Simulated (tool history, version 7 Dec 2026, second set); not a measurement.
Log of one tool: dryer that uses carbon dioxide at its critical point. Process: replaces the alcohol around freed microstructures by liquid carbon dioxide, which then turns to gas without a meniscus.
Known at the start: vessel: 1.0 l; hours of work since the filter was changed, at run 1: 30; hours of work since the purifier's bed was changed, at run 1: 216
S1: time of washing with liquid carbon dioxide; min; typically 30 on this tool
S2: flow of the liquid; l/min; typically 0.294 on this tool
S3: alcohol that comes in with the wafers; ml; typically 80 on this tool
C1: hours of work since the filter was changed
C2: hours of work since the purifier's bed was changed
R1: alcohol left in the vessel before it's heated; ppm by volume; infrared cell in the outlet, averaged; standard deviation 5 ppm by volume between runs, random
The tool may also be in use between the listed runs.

| run | hour | S1 | S2 | S3 | C1 | C2 | R1 |
|---|---|---|---|---|---|---|---|
| 1 | 0.0 | 30 | 0.294 | 80 | 30 | 216 | 76 |
| 2 | 34.1 | 30 | 0.294 | 80 | 56 | 243 | 70 |
| 3 | 64.3 | 30 | 0.294 | 80 | 79 | 266 | 95 |
| 4 | 84.6 | 30 | 0.294 | 80 | 95 | 282 | 87 |
| 5 | 101.4 | 30 | 0.294 | 80 | 108 | 295 | 86 |
| 6 | 127.1 | 30 | 0.316 | 80 | 128 | 315 | 86 |
| 7 | 155.6 | 30 | 0.230 | 37 | 150 | 337 | 137 |
| 8 | 192.9 | 30 | 0.294 | 94 | 179 | 366 | 124 |
| 9 | 224.9 | 30 | 0.244 | 46 | 204 | 391 | 146 |
| 10 | 244.9 | 30 | 0.244 | 46 | 219 | 406 | 157 |
| 11 | 282.2 | 30 | 0.244 | 46 | 248 | 435 | 164 |
| 12 | 298.9 | 30 | 0.244 | 46 | 261 | 448 | 170 |

Predict each of these 3 candidate next runs independently; none follows another, all start after run 12:
| A | 330.7 | 30 | 0.384 | 46 | 286 | 473 | ? |
| B | 330.7 | 30 | 0.244 | 37 | 286 | 473 | ? |
| C | 330.7 | 19 | 0.221 | 42 | 286 | 473 | ? |

| run | R1 |
|---|---|
| A | 120 |
| B | 172 |
| C | 1060 |
Had the tool no hidden state, the same runs would have come out as:
| run | R1 |
|---|---|
| A | 6 |
| B | 35 |
| C | 677 |
